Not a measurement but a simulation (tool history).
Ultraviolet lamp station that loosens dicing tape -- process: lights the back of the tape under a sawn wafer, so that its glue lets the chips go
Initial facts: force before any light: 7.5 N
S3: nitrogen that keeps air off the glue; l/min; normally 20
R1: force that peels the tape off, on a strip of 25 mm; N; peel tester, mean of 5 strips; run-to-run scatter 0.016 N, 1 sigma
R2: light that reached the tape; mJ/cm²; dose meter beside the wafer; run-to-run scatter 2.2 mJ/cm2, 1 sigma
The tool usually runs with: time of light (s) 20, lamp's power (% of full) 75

run 1 hour=0.0 | time_of_light_(s)=20 lamp's_power_(%_of_full)=75 S3=20 | R1=1.249 R2=153
-- hour=37.5 window cleaned of glue's vapour
run 2 hour=66.0 | time_of_light_(s)=20 lamp's_power_(%_of_full)=75 S3=20 | R1=0.920 R2=184
run 3 hour=140.8 | time_of_light_(s)=20 lamp's_power_(%_of_full)=75 S3=11 | R1=1.461 R2=173
run 4 hour=221.0 | time_of_light_(s)=20 lamp's_power_(%_of_full)=66 S3=20 | R1=1.286 R2=148
run 5 hour=287.1 | time_of_light_(s)=13 lamp's_power_(%_of_full)=75 S3=20 | R1=2.136 R2=109
run 6 hour=360.9 | time_of_light_(s)=13 lamp's_power_(%_of_full)=75 S3=20 | R1=2.222 R2=107
run 7 hour=448.6 | time_of_light_(s)=20 lamp's_power_(%_of_full)=88 S3=20 | R1=0.925 R2=178
-- hour=470.5 window cleaned of glue's vapour
run 8 hour=504.0 | time_of_light_(s)=20 lamp's_power_(%_of_full)=88 S3=20 | R1=0.728 R2=206
run 9 hour=571.8 | time_of_light_(s)=20 lamp's_power_(%_of_full)=88 S3=20 | R1=0.761 R2=199
run 10 hour=651.4 | time_of_light_(s)=20 lamp's_power_(%_of_full)=75 S3=20 | R1=1.144 R2=164
run 11 hour=704.2 | time_of_light_(s)=20 lamp's_power_(%_of_full)=65 S3=20 | R1=1.489 R2=137
run 12 hour=779.9 | time_of_light_(s)=20 lamp's_power_(%_of_full)=75 S3=20 | R1=1.260 R2=155
run 13 hour=837.0 | time_of_light_(s)=20 lamp's_power_(%_of_full)=75 S3=20 | R1=1.315 R2=150
run 14 hour=883.3 | time_of_light_(s)=20 lamp's_power_(%_of_full)=75 S3=18 | R1=1.383 R2=146
-- hour=907.6 window cleaned of glue's vapour
run 15 hour=966.0 | time_of_light_(s)=23 lamp's_power_(%_of_full)=74 S3=20 | R1=0.869 R2=190
run 16 hour=1044.3 | time_of_light_(s)=23 lamp's_power_(%_of_full)=74 S3=20 | R1=0.904 R2=181
run 17 hour=1117.6 | time_of_light_(s)=20 lamp's_power_(%_of_full)=75 S3=39 | R1=0.869 R2=158
run 18 hour=1198.3 | time_of_light_(s)=20 lamp's_power_(%_of_full)=75 S3=39 | R1=0.922 R2=153
run 19 hour=1286.4 | time_of_light_(s)=20 lamp's_power_(%_of_full)=75 S3=39 | R1=1.010 R2=140
run 20 hour=1324.3 | time_of_light_(s)=20 lamp's_power_(%_of_full)=75 S3=39 | R1=1.009 R2=142
-- hour=1340.7 window cleaned of glue's vapour
run 21 hour=1370.9 | time_of_light_(s)=29 lamp's_power_(%_of_full)=94 S3=20 | R1=0.354 R2=290
run 22 hour=1432.3 | time_of_light_(s)=29 lamp's_power_(%_of_full)=94 S3=20 | R1=0.390 R2=278
run 23 hour=1499.8 | time_of_light_(s)=29 lamp's_power_(%_of_full)=94 S3=10 | R1=0.680 R2=279

For run 24, what comes out?
run 24 hour=1563.4 | time_of_light_(s)=29 lamp's_power_(%_of_full)=94 S3=10 | R1=? R2=?

R1: 0.715 N
R2: 270 mJ/cm²
Were there no unlogged condition in the tool, this run, its random variation unchanged, would have produced R1 0.380 N, R2 367 mJ/cm².

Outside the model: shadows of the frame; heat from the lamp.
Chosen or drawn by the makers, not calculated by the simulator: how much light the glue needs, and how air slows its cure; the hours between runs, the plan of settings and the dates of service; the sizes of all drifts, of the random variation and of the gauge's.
